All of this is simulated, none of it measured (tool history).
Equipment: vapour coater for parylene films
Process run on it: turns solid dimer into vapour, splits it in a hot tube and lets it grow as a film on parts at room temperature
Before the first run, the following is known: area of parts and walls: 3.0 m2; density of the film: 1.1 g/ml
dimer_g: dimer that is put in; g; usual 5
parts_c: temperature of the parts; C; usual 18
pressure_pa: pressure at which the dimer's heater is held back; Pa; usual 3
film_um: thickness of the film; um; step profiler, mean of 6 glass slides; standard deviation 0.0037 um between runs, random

run 1 hour=0 | dimer_g=5 parts_c=18 pressure_pa=3 | film_um=0.938
run 2 hour=30.2 | dimer_g=5 parts_c=18 pressure_pa=3 | film_um=0.941
run 3 hour=65.8 | dimer_g=5 parts_c=18 pressure_pa=3 | film_um=0.932
run 4 hour=96.9 | dimer_g=5 parts_c=13 pressure_pa=3 | film_um=1.089
run 5 hour=125.1 | dimer_g=5 parts_c=13 pressure_pa=3 | film_um=1.082
run 6 hour=155.3 | dimer_g=5 parts_c=18 pressure_pa=3 | film_um=0.923
run 7 hour=181.1 | dimer_g=5 parts_c=18 pressure_pa=3 | film_um=0.93
run 8 hour=219.3 | dimer_g=5 parts_c=18 pressure_pa=3 | film_um=0.922
run 9 hour=258.9 | dimer_g=5 parts_c=27 pressure_pa=3 | film_um=0.694
run 10 hour=296.4 | dimer_g=5 parts_c=27 pressure_pa=3 | film_um=0.696
run 11 hour=318.4 | dimer_g=5 parts_c=18 pressure_pa=2.67 | film_um=0.935
-- hour=322.3 table's thermometer calibrated
run 12 hour=340.6 | dimer_g=5 parts_c=18 pressure_pa=3 | film_um=0.95
run 13 hour=373.3 | dimer_g=5 parts_c=18 pressure_pa=3 | film_um=0.949
run 14 hour=395.4 | dimer_g=5 parts_c=18 pressure_pa=3 | film_um=0.939
run 15 hour=420.4 | dimer_g=5 parts_c=18 pressure_pa=3.71 | film_um=0.914
-- hour=439.8 trap's valve overhauled
run 16 hour=448.8 | dimer_g=2 parts_c=18 pressure_pa=3 | film_um=0.398
run 17 hour=480.8 | dimer_g=9 parts_c=18 pressure_pa=3 | film_um=1.79
run 18 hour=506.4 | dimer_g=9 parts_c=18 pressure_pa=3 | film_um=1.785
run 19 hour=532.2 | dimer_g=9 parts_c=18 pressure_pa=3 | film_um=1.781
run 20 hour=559.4 | dimer_g=5 parts_c=18 pressure_pa=3 | film_um=0.989
run 21 hour=588.8 | dimer_g=5 parts_c=18 pressure_pa=3 | film_um=0.987
run 22 hour=617.1 | dimer_g=5 parts_c=18 pressure_pa=3 | film_um=0.976
run 23 hour=639.5 | dimer_g=5 parts_c=18 pressure_pa=3 | film_um=0.972
run 24 hour=675.6 | dimer_g=5 parts_c=18 pressure_pa=3 | film_um=0.972
run 25 hour=712.9 | dimer_g=5 parts_c=18 pressure_pa=3 | film_um=0.974
run 26 hour=748.1 | dimer_g=4 parts_c=13 pressure_pa=3 | film_um=0.901
run 27 hour=777 | dimer_g=4 parts_c=13 pressure_pa=3 | film_um=0.896
run 28 hour=808.3 | dimer_g=4 parts_c=13 pressure_pa=3 | film_um=0.902
run 29 hour=829.6 | dimer_g=7 parts_c=19 pressure_pa=2.5 | film_um=1.347
run 30 hour=847.8 | dimer_g=7 parts_c=19 pressure_pa=2.5 | film_um=1.345
run 31 hour=884.8 | dimer_g=4 parts_c=12 pressure_pa=7.47 | film_um=0.798
run 32 hour=926 | dimer_g=4 parts_c=12 pressure_pa=7.47 | film_um=0.795
run 33 hour=945.6 | dimer_g=4 parts_c=21 pressure_pa=9.75 | film_um=0.571
run 34 hour=986.4 | dimer_g=2 parts_c=13 pressure_pa=4.72 | film_um=0.406
run 35 hour=1028.6 | dimer_g=4 parts_c=13 pressure_pa=4.72 | film_um=0.818
run 36 hour=1049.1 | dimer_g=4 parts_c=29 pressure_pa=4.72 | film_um=0.509
run 37 hour=1090.1 | dimer_g=6 parts_c=10 pressure_pa=9.31 | film_um=1.198
run 38 hour=1130.9 | dimer_g=2 parts_c=23 pressure_pa=3 | film_um=0.327
run 39 hour=1169.7 | dimer_g=2 parts_c=23 pressure_pa=8.34 | film_um=0.277
run 40 hour=1193.4 | dimer_g=2 parts_c=23 pressure_pa=8.34 | film_um=0.274
run 41 hour=1234.5 | dimer_g=2 parts_c=23 pressure_pa=8.34 | film_um=0.266
run 42 hour=1272.3 | dimer_g=4 parts_c=16 pressure_pa=3 | film_um=0.792
run 43 hour=1314.6 | dimer_g=4 parts_c=16 pressure_pa=3 | film_um=0.783
run 44 hour=1349.6 | dimer_g=4 parts_c=16 pressure_pa=3 | film_um=0.786
run 45 hour=1374.4 | dimer_g=5 parts_c=18 pressure_pa=9.11 | film_um=0.762

Expected results for the next run?
run 46 hour=1398.6 | dimer_g=5 parts_c=11 pressure_pa=3 | film_um=?

{"run 46": {"film_um": 1.131}}
With no hidden state in the tool, this same run would have given film_um 1.248 um.
